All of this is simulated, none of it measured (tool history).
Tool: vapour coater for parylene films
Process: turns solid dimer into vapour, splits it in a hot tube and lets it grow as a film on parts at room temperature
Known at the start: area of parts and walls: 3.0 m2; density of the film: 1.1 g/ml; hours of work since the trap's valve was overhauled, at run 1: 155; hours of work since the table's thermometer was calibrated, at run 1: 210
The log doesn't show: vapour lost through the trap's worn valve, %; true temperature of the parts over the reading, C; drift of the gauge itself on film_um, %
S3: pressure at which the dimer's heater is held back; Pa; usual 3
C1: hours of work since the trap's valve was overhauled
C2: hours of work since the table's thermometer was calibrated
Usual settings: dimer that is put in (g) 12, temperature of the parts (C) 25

run 1 day=0 | dimer_that_is_put_in_(g)=12 temperature_of_the_parts_(C)=25 S3=3 | C1=155 C2=210 | thickness_of_the_film_(um)=2.85
run 2 day=1.125 | dimer_that_is_put_in_(g)=12 temperature_of_the_parts_(C)=25 S3=3 | C1=168 C2=223 | thickness_of_the_film_(um)=2.85
run 3 day=2.708 | dimer_that_is_put_in_(g)=12 temperature_of_the_parts_(C)=26 S3=3 | C1=186 C2=241 | thickness_of_the_film_(um)=2.78
run 4 day=3.746 | dimer_that_is_put_in_(g)=12 temperature_of_the_parts_(C)=26 S3=3 | C1=198 C2=253 | thickness_of_the_film_(um)=2.77
run 5 day=5.558 | dimer_that_is_put_in_(g)=10 temperature_of_the_parts_(C)=25 S3=3 | C1=219 C2=274 | thickness_of_the_film_(um)=2.38
run 6 day=7.533 | dimer_that_is_put_in_(g)=10 temperature_of_the_parts_(C)=25 S3=3 | C1=242 C2=297 | thickness_of_the_film_(um)=2.31
run 7 day=9.904 | dimer_that_is_put_in_(g)=12 temperature_of_the_parts_(C)=25 S3=3 | C1=269 C2=324 | thickness_of_the_film_(um)=2.84
run 8 day=12.133 | dimer_that_is_put_in_(g)=12 temperature_of_the_parts_(C)=25 S3=3 | C1=294 C2=350 | thickness_of_the_film_(um)=2.76
run 9 day=13.858 | dimer_that_is_put_in_(g)=12 temperature_of_the_parts_(C)=25 S3=3 | C1=314 C2=370 | thickness_of_the_film_(um)=2.76
run 10 day=16.062 | dimer_that_is_put_in_(g)=21 temperature_of_the_parts_(C)=25 S3=3 | C1=340 C2=395 | thickness_of_the_film_(um)=4.75
run 11 day=18.046 | dimer_that_is_put_in_(g)=12 temperature_of_the_parts_(C)=26 S3=3 | C1=362 C2=418 | thickness_of_the_film_(um)=2.63
run 12 day=20.183 | dimer_that_is_put_in_(g)=8 temperature_of_the_parts_(C)=33 S3=3 | C1=387 C2=442 | thickness_of_the_film_(um)=1.43
run 13 day=22.4 | dimer_that_is_put_in_(g)=8 temperature_of_the_parts_(C)=17 S3=10.8 | C1=413 C2=468 | thickness_of_the_film_(um)=1.69
run 14 day=24.604 | dimer_that_is_put_in_(g)=12 temperature_of_the_parts_(C)=17 S3=2.69 | C1=438 C2=493 | thickness_of_the_film_(um)=3.21
run 15 day=26.879 | dimer_that_is_put_in_(g)=12 temperature_of_the_parts_(C)=17 S3=2.69 | C1=464 C2=519 | thickness_of_the_film_(um)=3.17
run 16 day=28.617 | dimer_that_is_put_in_(g)=20 temperature_of_the_parts_(C)=28 S3=4.6 | C1=484 C2=539 | thickness_of_the_film_(um)=3.61
run 17 day=29.912 | dimer_that_is_put_in_(g)=9 temperature_of_the_parts_(C)=23 S3=7.68 | C1=499 C2=554 | thickness_of_the_film_(um)=1.66
run 18 day=32.212 | dimer_that_is_put_in_(g)=9 temperature_of_the_parts_(C)=23 S3=7.68 | C1=526 C2=581 | thickness_of_the_film_(um)=1.68
run 19 day=33.692 | dimer_that_is_put_in_(g)=13 temperature_of_the_parts_(C)=25 S3=4.01 | C1=543 C2=598 | thickness_of_the_film_(um)=2.63
run 20 day=36.062 | dimer_that_is_put_in_(g)=7 temperature_of_the_parts_(C)=26 S3=2.43 | C1=570 C2=625 | thickness_of_the_film_(um)=1.5
-- day=36.354 trap's valve overhauled
run 21 day=37.404 | dimer_that_is_put_in_(g)=7 temperature_of_the_parts_(C)=26 S3=2.43 | C1=12 C2=639 | thickness_of_the_film_(um)=1.74

Some steps in thickness of the film (um) between neighbouring runs. How much of each would the tool show without its hidden state too (settings, what came in, random variation), and how much is left for the hidden state, with any gauge scatter that isn't in both results?
Run 9 -> 10: dimer that is put in (g) 12 -> 21. thickness of the film (um) +1.99: hidden state -0.21, all else +2.2.
Run 10 -> 11: dimer that is put in (g) 21 -> 12, temperature of the parts (C) 25 -> 26. thickness of the film (um) -2.12: hidden state +0.19, all else -2.31.
Run 16 -> 17: dimer that is put in (g) 20 -> 9, temperature of the parts (C) 28 -> 23, S3 4.6 -> 7.68. thickness of the film (um) -1.95: hidden state +0.28, all else -2.23.
Run 20 -> 21: trap's valve overhauled. thickness of the film (um) +0.24: hidden state +0.24, all else +0.
